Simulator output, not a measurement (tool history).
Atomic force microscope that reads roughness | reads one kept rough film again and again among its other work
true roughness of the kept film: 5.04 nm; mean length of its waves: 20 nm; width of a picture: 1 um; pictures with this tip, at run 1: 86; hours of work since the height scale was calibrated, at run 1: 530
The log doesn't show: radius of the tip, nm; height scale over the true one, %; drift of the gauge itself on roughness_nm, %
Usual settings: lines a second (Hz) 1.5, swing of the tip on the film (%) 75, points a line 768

run	hour	lines a second (Hz)	swing of the tip on the film (%)	points a line	pictures with this tip	hours of work since the height scale was calibrated	roughness of the kept film (nm (root mean square))
1	0	1.5	75	768	86	530	3.844
2	21.8	1.5	75	768	121	540	3.824
# hour 44.5: new tip fitted
3	51.9	1.5	75	768	12	554	3.813
4	72.2	1.5	75	768	44	563	3.827
5	99.9	1.5	75	768	89	576	3.788
6	125.1	1.5	75	768	129	588	3.818
# hour 142.6: new tip fitted
7	143.7	1.63	75	768	2	597	3.802
8	162.4	1.63	75	768	32	605	3.826
9	179.5	0.69	75	768	59	613	3.891
10	203.5	0.69	75	768	97	624	3.92
11	232.3	0.69	75	768	143	638	3.912
# hour 241.4: new tip fitted
12	251.1	1.5	75	271	15	646	3.708
13	276.3	1.5	75	271	55	658	3.704
14	293.4	1.5	75	271	83	666	3.668
15	314	1.5	75	768	115	676	3.828
# hour 339.3: new tip fitted
16	343.1	1.5	75	768	6	689	3.84
17	363.2	0.81	75	768	38	699	3.923
18	392.5	2.7	75	768	85	712	3.664
19	406.9	2.7	75	768	108	719	3.667
20	421.5	2.7	75	768	131	726	3.703
# hour 437: new tip fitted
21	444.3	0.62	58	952	12	736	3.986
22	473.1	0.62	58	952	57	750	3.974
23	491.4	0.99	61	465	87	758	3.928
24	510.5	2.92	76	333	117	767	3.568
# hour 536.4: new tip fitted
25	540.3	0.69	69	333	6	781	3.891
26	552.7	1.27	62	547	25	787	3.905
27	570.7	1.27	62	547	54	795	3.899
28	586.4	2.4	57	547	79	802	3.889
29	599.4	2.93	78	768	100	809	3.568
30	621.9	2.93	78	570	136	819	3.589
# hour 634.1: new tip fitted
31	639.1	0.62	78	884	8	827	3.909
32	663.3	0.62	78	884	46	838	3.904
33	678.1	1.36	81	271	70	845	3.656
34	704.6	1.17	88	487	112	857	3.69
35	720.3	1.17	88	487	137	865	3.692
# hour 733.2: new tip fitted
36	739.7	1.17	88	487	10	874	3.721
37	756.5	1.5	75	657	37	881	3.815
38	775.4	1.5	75	657	67	890	3.822
39	799.8	1.5	87	768	106	902	3.65
40	829.2	1.5	72	892	153	915	3.852

Forecast each of these 5 alternatives for the next run:
# hour 831.5: new tip fitted
A	854.3	1.5	72	762	36	927	?
# hour 831.5: new tip fitted
B	854.3	2.69	60	298	36	927	?
# hour 831.5: new tip fitted
C	854.3	1.77	78	892	36	927	?
# hour 831.5: new tip fitted
D	854.3	0.95	58	667	36	927	?
# hour 831.5: new tip fitted
E	854.3	2.35	65	840	36	927	?

run	roughness of the kept film (nm (root mean square))
A	3.886
B	3.753
C	3.757
D	3.958
E	3.827
Without the tool's hidden state the same runs would have given:
run	roughness of the kept film (nm (root mean square))
A	3.891
B	3.758
C	3.761
D	3.963
E	3.832

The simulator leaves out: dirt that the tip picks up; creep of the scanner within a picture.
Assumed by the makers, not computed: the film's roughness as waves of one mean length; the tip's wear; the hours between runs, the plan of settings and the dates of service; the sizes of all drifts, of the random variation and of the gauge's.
